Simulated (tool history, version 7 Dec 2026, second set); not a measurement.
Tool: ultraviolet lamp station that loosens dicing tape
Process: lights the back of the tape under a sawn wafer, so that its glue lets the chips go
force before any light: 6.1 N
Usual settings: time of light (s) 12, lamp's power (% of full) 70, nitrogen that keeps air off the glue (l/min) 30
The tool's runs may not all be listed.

run   hour  time of light (s)  lamp's power (% of full)  nitrogen that keeps air off the glue (l/min)  force that peels the tape off (N)  light that reached the tape (J/m2)
  1    0.0                 12                        70                                            30                              0.839                                2470
  2   13.5                 12                        70                                            30                              0.876                                2420
  3   30.6                 12                        70                                            30                              0.876                                2380
  4   53.7                 12                        70                                            30                              0.879                                2380
  5   68.1                 12                        85                                            30                              0.655                                2860
  6   97.8                 12                        85                                            30                              0.663                                2870
  7  111.0                 12                        79                                            30                              0.811                                2600
  8  126.1                 12                        79                                            27                              0.796                                2640
  9  143.3                 12                        79                                            27                              0.808                                2640
 10  160.5                 12                        79                                            27                              0.816                                2600
 11  187.9                 12                        79                                            27                              0.810                                2560
 12  207.3                 12                        70                                            30                              0.989                                2270
 13  221.8                 12                        70                                            30                              0.972                                2230
 14  248.5                 23                        70                                            30                              0.356                                4220
 15  273.7                 23                        70                                            30                              0.365                                4220
 16  292.9                 12                        93                                            30                              0.632                                2930
 17  318.3                 12                        93                                            30                              0.676                                2920
     321.2  -- window cleaned of glue's vapour
 18  348.8                 12                        93                                            30                              0.781                                2540
 19  376.7                 20                        93                                            30                              0.358                                4220
 20  398.6                 20                        93                                            30                              0.352                                4200
 21  417.7                 12                        70                                            30                              1.232                                1840
 22  437.1                 18                        82                                            14                              0.693                                3320
 23  459.0                 15                        96                                            31                              0.560                                3120
 24  482.6                 12                        70                                            10                              1.816                                1820
     497.3  -- window cleaned of glue's vapour, once more
 25  505.6                 12                        70                                            10                              1.298                                2410
 26  535.4                 12                        70                                            10                              1.358                                2380
 27  560.4                 23                        78                                            59                              0.282                                5000
 28  583.8                 14                        70                                            17                              0.865                                2720
 29  607.7                 14                        70                                            17                              0.901                                2720
 30  624.9                 14                        81                                            54                              0.492                                3100
 31  640.7                 14                        81                                            54                              0.495                                3080
 32  659.9                 14                       100                                            49                              0.378                                3770
 33  674.8                 14                       100                                            49                              0.392                                3760
 34  697.1                 16                        85                                            22                              0.478                                3610
 35  719.4                  9                        60                                            18                              1.978                                1420
 36  749.6                  9                        74                                            43                              1.291                                1720
 37  766.4                 16                        80                                            21                              0.573                                3310
 38  785.8                  7                        79                                            30                              1.806                                1430
 39  815.5                 10                        86                                            50                              0.914                                2230
 40  836.6                 10                        86                                            50                              0.916                                2110
 41  862.4                 12                        70                                            38                              1.006                                2090
 42  885.5                 15                        70                                            30                              0.765                                2580

Hidden state or all else? Some run-to-run changes of force that peels the tape off (N), split into what the settings, what came in and random variation would give without the hidden state, and what is left for the hidden state (with any gauge scatter that isn't in both results):
The hidden state here: lamp's light, % of a new lamp's; light that the window lets through, % of a clean one's; drift of the gauge itself on peel_n, %; drift of the gauge itself on dose_mj_cm2, %.
Run 20 -> 21: time of light (s) 20 -> 12, lamp's power (% of full) 93 -> 70. force that peels the tape off (N) +0.880: hidden state +0.447, all else +0.433.
Run 23 -> 24: time of light (s) 15 -> 12, lamp's power (% of full) 96 -> 70, nitrogen that keeps air off the glue (l/min) 31 -> 10. force that peels the tape off (N) +1.256: hidden state +0.519, all else +0.737.
Run 24 -> 25: window cleaned of glue's vapour, once more. force that peels the tape off (N) -0.518: hidden state -0.532, all else +0.014.
Run 34 -> 35: time of light (s) 16 -> 9, lamp's power (% of full) 85 -> 60, nitrogen that keeps air off the glue (l/min) 22 -> 18. force that peels the tape off (N) +1.500: hidden state +0.298, all else +1.202.
Run 37 -> 38: time of light (s) 16 -> 7, lamp's power (% of full) 80 -> 79, nitrogen that keeps air off the glue (l/min) 21 -> 30. force that peels the tape off (N) +1.233: hidden state +0.291, all else +0.942.
